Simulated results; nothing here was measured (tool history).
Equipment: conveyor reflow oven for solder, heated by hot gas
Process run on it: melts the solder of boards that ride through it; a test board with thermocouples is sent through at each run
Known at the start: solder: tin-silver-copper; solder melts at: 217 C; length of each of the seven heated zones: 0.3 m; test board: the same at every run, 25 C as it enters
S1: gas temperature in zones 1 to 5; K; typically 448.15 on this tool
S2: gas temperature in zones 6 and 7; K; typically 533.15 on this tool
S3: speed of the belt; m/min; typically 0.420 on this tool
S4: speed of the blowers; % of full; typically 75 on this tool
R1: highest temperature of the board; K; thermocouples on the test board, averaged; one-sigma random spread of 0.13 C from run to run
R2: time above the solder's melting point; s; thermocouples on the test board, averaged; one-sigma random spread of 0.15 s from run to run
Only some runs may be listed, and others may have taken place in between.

run	hour	S1	S2	S3	S4	R1	R2
1	0.0	448.15	533.15	0.420	75	522.55	63.6
2	4.2	439.15	533.15	0.420	75	521.35	59.0
3	8.5	439.15	536.15	0.420	75	524.05	61.3
4	15.0	439.15	536.15	0.420	75	523.95	61.1
5	19.7	439.15	536.15	0.420	75	523.85	61.3
6	28.2	456.15	536.15	0.420	75	526.45	70.5
7	34.4	448.15	533.15	0.420	53	516.45	55.5
8	38.8	448.15	533.15	0.420	53	516.45	55.4
9	48.1	448.15	533.15	0.420	53	516.45	55.4
10	54.4	448.15	533.15	0.420	53	516.35	55.1
11	63.8	448.15	533.15	0.420	53	516.55	55.2
12	68.1	448.15	533.15	0.420	53	516.45	55.3
13	73.2	448.15	533.15	0.420	53	516.55	55.3
14	80.2	448.15	533.15	0.420	53	516.35	55.3
15	84.2	448.15	533.15	0.420	75	522.45	63.4
16	88.1	448.15	533.15	0.420	75	522.55	63.5
17	94.3	448.15	533.15	0.420	75	522.45	63.9
18	102.8	448.15	533.15	0.420	75	522.65	63.4
19	110.7	448.15	532.15	0.493	75	517.25	48.1
20	119.2	444.15	535.15	0.420	75	523.85	63.0
21	124.6	449.15	537.15	0.411	64	524.75	66.0
22	129.0	449.15	537.15	0.411	64	524.25	65.7
23	138.2	455.15	537.15	0.411	88	529.85	74.3

The next listed run, before its measurement:
24	145.4	455.15	537.15	0.411	88	?	?

Run 24 yielded R1 529.85 K, R2 74.3 s.
Without the tool's hidden state the same run would have given R1 528.85 K, R2 73.6 s.
